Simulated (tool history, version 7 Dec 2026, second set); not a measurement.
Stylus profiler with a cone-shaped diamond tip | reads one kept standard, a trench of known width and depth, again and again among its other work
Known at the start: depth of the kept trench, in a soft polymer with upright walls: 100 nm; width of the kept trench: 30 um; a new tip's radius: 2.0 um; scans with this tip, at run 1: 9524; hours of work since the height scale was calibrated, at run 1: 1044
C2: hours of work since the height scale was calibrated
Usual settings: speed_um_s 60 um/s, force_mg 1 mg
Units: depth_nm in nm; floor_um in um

Run 1, day 0: usual settings; scans with this tip 9524; C2 1044. Result: depth_nm 100.88 nm, floor_um 28.27 um.
Run 2, day 2.833: usual settings but speed_um_s 202 um/s; scans with this tip 9810; C2 1075. Result: depth_nm 100.82 nm, floor_um 27.4 um.
Run 3, day 5.971: usual settings; scans with this tip 10128; C2 1110. Result: depth_nm 100.82 nm, floor_um 28.22 um.
Run 4, day 9.221: usual settings; scans with this tip 10456; C2 1146. Result: depth_nm 100.84 nm, floor_um 28.23 um.
Run 5, day 13.9: usual settings; scans with this tip 10929; C2 1198. Result: depth_nm 100.81 nm, floor_um 28.13 um.
Run 6, day 17.238: usual settings; scans with this tip 11266; C2 1235. Result: depth_nm 100.86 nm, floor_um 28.21 um.
Run 7, day 19.538: usual settings; scans with this tip 11499; C2 1260. Result: depth_nm 100.9 nm, floor_um 28.18 um.
Run 8, day 22.008: usual settings but speed_um_s 16 um/s; scans with this tip 11749; C2 1288. Result: depth_nm 100.85 nm, floor_um 28.44 um.
Run 9, day 24.908: usual settings but speed_um_s 16 um/s; scans with this tip 12042; C2 1320. Result: depth_nm 100.84 nm, floor_um 28.4 um.
Run 10, day 29.879: usual settings but speed_um_s 16 um/s; scans with this tip 12544; C2 1375. Result: depth_nm 100.88 nm, floor_um 28.39 um.
Run 11, day 34.258: usual settings but speed_um_s 157 um/s; scans with this tip 12987; C2 1423. Result: depth_nm 100.88 nm, floor_um 27.59 um.
Run 12, day 36.804: usual settings but speed_um_s 93 um/s; scans with this tip 13244; C2 1452. Result: depth_nm 100.91 nm, floor_um 27.92 um.
Run 13, day 39.967: usual settings but speed_um_s 93 um/s; scans with this tip 13564; C2 1487. Result: depth_nm 100.86 nm, floor_um 27.96 um.
Run 14, day 44.683: usual settings but force_mg 2.78 mg; scans with this tip 14041; C2 1539. Result: depth_nm 101.62 nm, floor_um 28.24 um.
At day 46.604: height scale calibrated on a step standard.
Run 15, day 48.388: usual settings; scans with this tip 14413; C2 20. Result: depth_nm 100.74 nm, floor_um 28.17 um.
Run 16, day 50.542: usual settings; scans with this tip 14631; C2 44. Result: depth_nm 100.76 nm, floor_um 28.18 um.
Run 17, day 54.825: usual settings; scans with this tip 15064; C2 91. Result: depth_nm 100.79 nm, floor_um 28.14 um.
Run 18, day 59.746: usual settings; scans with this tip 15561; C2 146. Result: depth_nm 100.75 nm, floor_um 28.12 um.
Run 19, day 63.633: usual settings but force_mg 0.37 mg; scans with this tip 15954; C2 189. Result: depth_nm 100.4 nm, floor_um 27.91 um.
Run 20, day 65.879: usual settings but speed_um_s 40 um/s, force_mg 1.95 mg; scans with this tip 16181; C2 214. Result: depth_nm 101.16 nm, floor_um 28.27 um.
Run 21, day 68.333: usual settings but speed_um_s 231 um/s, force_mg 0.89 mg; scans with this tip 16429; C2 241. Result: depth_nm 100.74 nm, floor_um 27.01 um.
Run 22, day 71.642: usual settings but speed_um_s 102 um/s, force_mg 1.96 mg; scans with this tip 16764; C2 277. Result: depth_nm 101.17 nm, floor_um 28.07 um.
Run 23, day 74.804: usual settings but speed_um_s 18 um/s, force_mg 0.56 mg; scans with this tip 17083; C2 312. Result: depth_nm 100.55 nm, floor_um 28.27 um.
Run 24, day 79.162: usual settings but speed_um_s 18 um/s, force_mg 0.56 mg; scans with this tip 17524; C2 361. Result: depth_nm 100.55 nm, floor_um 28.3 um.
Run 25, day 83.117: usual settings but speed_um_s 18 um/s, force_mg 0.56 mg; scans with this tip 17924; C2 405. Result: depth_nm 100.58 nm, floor_um 28.26 um.
Run 26, day 85.508: usual settings but speed_um_s 18 um/s, force_mg 0.56 mg; scans with this tip 18165; C2 431. Result: depth_nm 100.53 nm, floor_um 28.32 um.
Run 27, day 87.942: usual settings but speed_um_s 172 um/s, force_mg 2.68 mg; scans with this tip 18412; C2 458. Result: depth_nm 101.45 nm, floor_um 27.83 um.
Run 28, day 91.6: usual settings but speed_um_s 160 um/s, force_mg 0.61 mg; scans with this tip 18782; C2 499. Result: depth_nm 100.62 nm, floor_um 27.24 um.
Run 29, day 96.446: usual settings but speed_um_s 43 um/s, force_mg 1.08 mg; scans with this tip 19271; C2 552. Result: depth_nm 100.9 nm, floor_um 28.15 um.
Run 30, day 101.454: usual settings but speed_um_s 43 um/s, force_mg 1.08 mg; scans with this tip 19778; C2 608. Result: depth_nm 100.88 nm, floor_um 28.21 um.
Run 31, day 105.2: usual settings but speed_um_s 37 um/s, force_mg 1.76 mg; scans with this tip 20156; C2 649. Result: depth_nm 101.2 nm, floor_um 28.23 um.
Run 32, day 107.85: usual settings but speed_um_s 41 um/s, force_mg 1.76 mg; scans with this tip 20424; C2 679. Result: depth_nm 101.21 nm, floor_um 28.2 um.
Run 33, day 110.475: usual settings but speed_um_s 41 um/s, force_mg 0.65 mg; scans with this tip 20689; C2 708. Result: depth_nm 100.67 nm, floor_um 28.08 um.
Run 34, day 113.496: usual settings but speed_um_s 192 um/s, force_mg 0.65 mg; scans with this tip 20995; C2 741. Result: depth_nm 100.67 nm, floor_um 26.98 um.
Run 35, day 117.579: usual settings but speed_um_s 147 um/s, force_mg 2.79 mg; scans with this tip 21408; C2 786. Result: depth_nm 101.58 nm, floor_um 27.83 um.
Run 36, day 122.612: usual settings but speed_um_s 147 um/s, force_mg 2.79 mg; scans with this tip 21917; C2 842. Result: depth_nm 101.6 nm, floor_um 27.81 um.
Run 37, day 125.55: usual settings but speed_um_s 44 um/s, force_mg 0.37 mg; scans with this tip 22213; C2 875. Result: depth_nm 100.53 nm, floor_um 28.01 um.

Hidden state or all else? Some run-to-run changes of depth_nm, split into what the settings, what came in and random variation would give without the hidden state, and what is left for the hidden state (with any gauge scatter that isn't in both results):
The hidden state here: radius of the tip, um; height scale over the true one, %; drift of the gauge itself on depth_nm, %; drift of the gauge itself on floor_um, %.
Run 2 -> 3: speed_um_s 202 -> 60. depth_nm +0 nm: hidden state +0.01, all else -0.01.
Run 14 -> 15: force_mg 2.78 -> 1, height scale calibrated on a step standard. depth_nm -0.88 nm: hidden state -0.13, all else -0.75.
Run 26 -> 27: speed_um_s 18 -> 172, force_mg 0.56 -> 2.68. depth_nm +0.92 nm: hidden state +0, all else +0.92.
Run 29 -> 30: no setting changed, nothing entered. depth_nm -0.02 nm: hidden state +0.02, all else -0.04.
Run 34 -> 35: speed_um_s 192 -> 147, force_mg 0.65 -> 2.79. depth_nm +0.91 nm: hidden state +0.01, all else +0.9.
Run 36 -> 37: speed_um_s 147 -> 44, force_mg 2.79 -> 0.37. depth_nm -1.07 nm: hidden state +0.01, all else -1.08.

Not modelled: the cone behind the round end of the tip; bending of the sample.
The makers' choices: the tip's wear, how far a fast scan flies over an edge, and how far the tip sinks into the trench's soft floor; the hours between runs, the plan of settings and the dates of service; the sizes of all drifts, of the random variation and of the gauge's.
